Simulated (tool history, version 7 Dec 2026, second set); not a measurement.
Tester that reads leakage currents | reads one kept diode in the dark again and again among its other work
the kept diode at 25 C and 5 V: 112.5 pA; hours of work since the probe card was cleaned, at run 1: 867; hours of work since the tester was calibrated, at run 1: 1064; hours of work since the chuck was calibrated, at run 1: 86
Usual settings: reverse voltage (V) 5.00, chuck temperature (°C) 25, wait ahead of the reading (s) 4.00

run,hour,reverse voltage (V),chuck temperature (°C),wait ahead of the reading (s),hours of work since the probe card was cleaned,hours of work since the tester was calibrated,hours of work since the chuck was calibrated,current that the tester gives (pA)
1,0.0,5.00,25,4.00,867,1064,86,118.42
2,51.0,5.00,25,4.00,906,1103,125,118.54
3,126.0,5.00,25,4.00,964,1161,183,118.74
4,222.3,5.00,25,4.00,1038,1236,258,117.84
5,311.5,3.99,25,4.00,1107,1304,327,107.78
6,403.5,5.00,25,4.00,1178,1375,398,118.76
7,477.3,5.00,25,4.00,1235,1432,454,118.29
8,537.2,5.00,25,4.00,1281,1479,501,118.81
9,615.3,5.00,25,4.00,1342,1539,561,117.68
10,665.4,5.00,25,4.00,1380,1578,600,117.88
11,768.4,5.64,25,4.00,1460,1657,679,123.98
12,836.9,5.64,24,4.00,1513,1710,732,114.11
13,908.8,5.64,24,4.00,1568,1766,788,114.20
14,1006.1,5.64,24,4.00,1643,1841,863,113.21
15,1091.4,1.08,24,4.00,1709,1906,929,57.35
16,1178.4,1.07,35,4.00,1776,1974,996,143.07
17,1231.2,1.07,35,4.00,1817,2014,1037,143.32
18,1301.1,10.14,38,0.31,1871,2068,1090,448.25
# hour 1387.6: probe card cleaned and baked
19,1395.0,10.14,38,0.31,6,2139,1161,429.96
20,1445.8,1.95,24,4.00,45,2178,1200,68.87
21,1548.1,5.11,25,5.49,124,2257,1279,107.61
22,1589.6,5.11,42,5.49,156,2289,1311,441.46
23,1648.3,5.00,32,5.71,201,2334,1356,194.66
24,1734.3,5.00,32,5.71,268,2401,1423,193.99
25,1834.9,2.06,38,0.60,345,2478,1500,226.54
# hour 1889.6: chuck's temperature calibrated
26,1918.0,2.06,38,0.60,408,2541,22,238.22
27,2013.3,2.06,38,0.44,481,2614,95,238.15
28,2085.1,10.81,41,4.00,537,2670,151,562.99

Hidden state at the last listed run before each entry between runs and at the first one after, where it differs:
Between runs 18 and 19: probe card cleaned and baked (hour 1387.6)
  stray current of the dirty probe card, pA a volt: 1.76 -> 0.03; current scale over the true one, %: -0.81 -> -0.84; true chuck temperature over the reading, C: -0.41 -> -0.45
  measured less the result without the state, current that the tester gives (pA): -0.27 -> -19.32
Between runs 25 and 26: chuck's temperature calibrated (hour 1889.6)
  stray current of the dirty probe card, pA a volt: 0.334 -> 0.39; current scale over the true one, %: -1.01 -> -1.04; true chuck temperature over the reading, C: -0.66 -> -0.06
  measured less the result without the state, current that the tester gives (pA): -14.04 -> -2.95

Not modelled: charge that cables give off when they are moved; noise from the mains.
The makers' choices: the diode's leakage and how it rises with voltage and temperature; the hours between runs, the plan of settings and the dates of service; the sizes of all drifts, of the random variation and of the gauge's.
